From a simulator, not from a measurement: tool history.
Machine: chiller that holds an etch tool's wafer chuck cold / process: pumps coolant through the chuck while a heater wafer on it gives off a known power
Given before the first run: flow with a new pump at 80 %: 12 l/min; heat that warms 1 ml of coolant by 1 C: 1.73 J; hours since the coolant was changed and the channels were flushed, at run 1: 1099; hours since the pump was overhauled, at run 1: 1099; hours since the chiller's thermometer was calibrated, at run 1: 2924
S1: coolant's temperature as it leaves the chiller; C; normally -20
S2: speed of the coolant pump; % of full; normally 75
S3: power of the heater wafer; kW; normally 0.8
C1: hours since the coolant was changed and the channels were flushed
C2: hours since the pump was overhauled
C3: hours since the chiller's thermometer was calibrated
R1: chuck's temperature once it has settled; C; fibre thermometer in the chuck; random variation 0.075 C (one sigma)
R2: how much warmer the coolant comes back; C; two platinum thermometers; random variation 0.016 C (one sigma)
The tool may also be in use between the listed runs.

Run 1, hour 0: usual settings; C1 1099; C2 1099; C3 2924. Result: R1 -13.41 C, R2 2.5 C.
Run 2, hour 121.6: usual settings; C1 1221; C2 1221; C3 3045. Result: R1 -13.28 C, R2 2.52 C.
Run 3, hour 317.5: usual settings; C1 1417; C2 1417; C3 3241. Result: R1 -13.22 C, R2 2.53 C.
Run 4, hour 458.7: usual settings; C1 1558; C2 1558; C3 3382. Result: R1 -13.36 C, R2 2.54 C.
Run 5, hour 547.2: usual settings; C1 1647; C2 1647; C3 3471. Result: R1 -13.23 C, R2 2.56 C.
Run 6, hour 713.6: usual settings; C1 1813; C2 1813; C3 3637. Result: R1 -13.3 C, R2 2.54 C.
Run 7, hour 862.3: usual settings; C1 1962; C2 1962; C3 3786. Result: R1 -13.42 C, R2 2.58 C.
Run 8, hour 996: usual settings; C1 2095; C2 2095; C3 3920. Result: R1 -13.28 C, R2 2.55 C.
Run 9, hour 1145.4: usual settings; C1 2245; C2 2245; C3 4069. Result: R1 -13.22 C, R2 2.6 C.
Run 10, hour 1229.6: usual settings but S1 -24 C; C1 2329; C2 2329; C3 4153. Result: R1 -17.19 C, R2 2.58 C.
Run 11, hour 1384.9: usual settings but S1 -24 C; C1 2484; C2 2484; C3 4308. Result: R1 -17.29 C, R2 2.59 C.
Run 12, hour 1571.4: usual settings; C1 2671; C2 2671; C3 4495. Result: R1 -13.31 C, R2 2.59 C.
Run 13, hour 1712.4: usual settings; C1 2812; C2 2812; C3 4636. Result: R1 -13.18 C, R2 2.62 C.
At hour 1736.2: coolant changed, channels flushed.
Run 14, hour 1812.8: usual settings; C1 77; C2 2906; C3 4730. Result: R1 -13.89 C, R2 2.6 C.
At hour 1881.4: chiller's thermometer calibrated.
Run 15, hour 1944.4: usual settings but S2 65 % of full; C1 207; C2 3037; C3 63. Result: R1 -13.37 C, R2 3.06 C.
Run 16, hour 2073.3: usual settings; C1 336; C2 3166; C3 192. Result: R1 -14.52 C, R2 2.63 C.
Run 17, hour 2263.2: usual settings but S1 -16 C, S2 99 % of full, S3 0.416 kW; C1 526; C2 3356; C3 382. Result: R1 -15.2 C, R2 1.05 C.
Run 18, hour 2361: usual settings but S1 -11 C, S2 72 % of full, S3 0.616 kW; C1 624; C2 3453; C3 480. Result: R1 -6.86 C, R2 2.12 C.
Run 19, hour 2535.2: usual settings but S1 -11 C, S2 72 % of full, S3 0.616 kW; C1 798; C2 3628; C3 654. Result: R1 -7.1 C, R2 2.12 C.
Run 20, hour 2647.5: usual settings but S1 -11 C, S2 62 % of full, S3 1.101 kW; C1 910; C2 3740; C3 766. Result: R1 -0.29 C, R2 4.44 C.
Run 21, hour 2730.4: usual settings but S2 73 % of full; C1 993; C2 3823; C3 849. Result: R1 -14.38 C, R2 2.72 C.
At hour 2759: coolant pump overhauled.
Run 22, hour 2819: usual settings but S2 73 % of full; C1 1077; C2 60; C3 933. Result: R1 -15.03 C, R2 2.54 C.
At hour 2909.6: chiller's thermometer calibrated, once more.
Run 23, hour 2938: usual settings but S1 -21 C, S2 73 % of full, S3 0.967 kW; C1 1195; C2 178; C3 28. Result: R1 -11.62 C, R2 3.07 C.
Run 24, hour 3092.2: usual settings but S1 -28 C, S2 83 % of full, S3 0.427 kW; C1 1349; C2 332; C3 183. Result: R1 -24.41 C, R2 1.19 C.
Run 25, hour 3186.6: usual settings but S1 -16 C, S2 81 % of full, S3 0.657 kW; C1 1443; C2 427; C3 277. Result: R1 -9.98 C, R2 1.88 C.
Run 26, hour 3309.6: usual settings but S1 -16 C, S2 81 % of full, S3 0.657 kW; C1 1566; C2 550; C3 400. Result: R1 -10.23 C, R2 1.88 C.
Run 27, hour 3416.6: usual settings but S1 -11 C, S2 82 % of full, S3 0.542 kW; C1 1673; C2 657; C3 507. Result: R1 -6.29 C, R2 1.55 C.
Run 28, hour 3567.8: usual settings but S1 -11 C, S2 82 % of full, S3 0.542 kW; C1 1825; C2 808; C3 658. Result: R1 -6.36 C, R2 1.56 C.
Run 29, hour 3761.4: usual settings but S2 100 % of full; C1 2018; C2 1001; C3 852. Result: R1 -14.11 C, R2 1.85 C.
Run 30, hour 3894.1: usual settings but S1 -10 C, S2 67 % of full, S3 0.497 kW; C1 2151; C2 1134; C3 985. Result: R1 -4.77 C, R2 1.76 C.
Run 31, hour 4035.6: usual settings but S1 -16 C; C1 2292; C2 1276; C3 1126. Result: R1 -8.31 C, R2 2.51 C.
Run 32, hour 4168.9: usual settings but S1 -16 C; C1 2426; C2 1409; C3 1259. Result: R1 -8.23 C, R2 2.54 C.

Difference, measured minus no-hidden-state, one row per run. Run-to-run variation is common to both terms; the gauge's own scatter need not be:
Hidden conditions of the tool in this case: heat passed by the chuck's channels, % of clean ones'; flow at a given pump speed, % of a new pump's; coolant's true temperature over the reading, C; drift of the gauge itself on chuck_c, C; drift of the gauge itself on warmer_back_c, C.
run     R1     R2
  1  -0.62  +0.05
  2   -0.6  +0.05
  3  -0.59  +0.06
  4  -0.59  +0.07
  5  -0.58  +0.07
  6  -0.56  +0.09
  7  -0.56   +0.1
  8  -0.55   +0.1
  9  -0.53   +0.1
 10  -0.52  +0.12
 11   -0.5  +0.12
 12  -0.47  +0.12
 13  -0.45  +0.14
 14  -1.15  +0.14
 15  -1.77  +0.17
 16  -1.83  +0.15
 17  -2.16  +0.06
 18  -1.93  +0.14
 19  -1.92  +0.14
 20  -1.31   +0.3
 21  -1.75  +0.19
 22  -2.31     +0
 23  +0.38     +0
 24  +0.13     +0
 25  +0.24  +0.01
 26  +0.24  +0.02
 27  +0.16  +0.02
 28  +0.15  +0.02
 29  +0.23  +0.04
 30  +0.18  +0.04
 31  +0.41  +0.05
 32  +0.43  +0.07
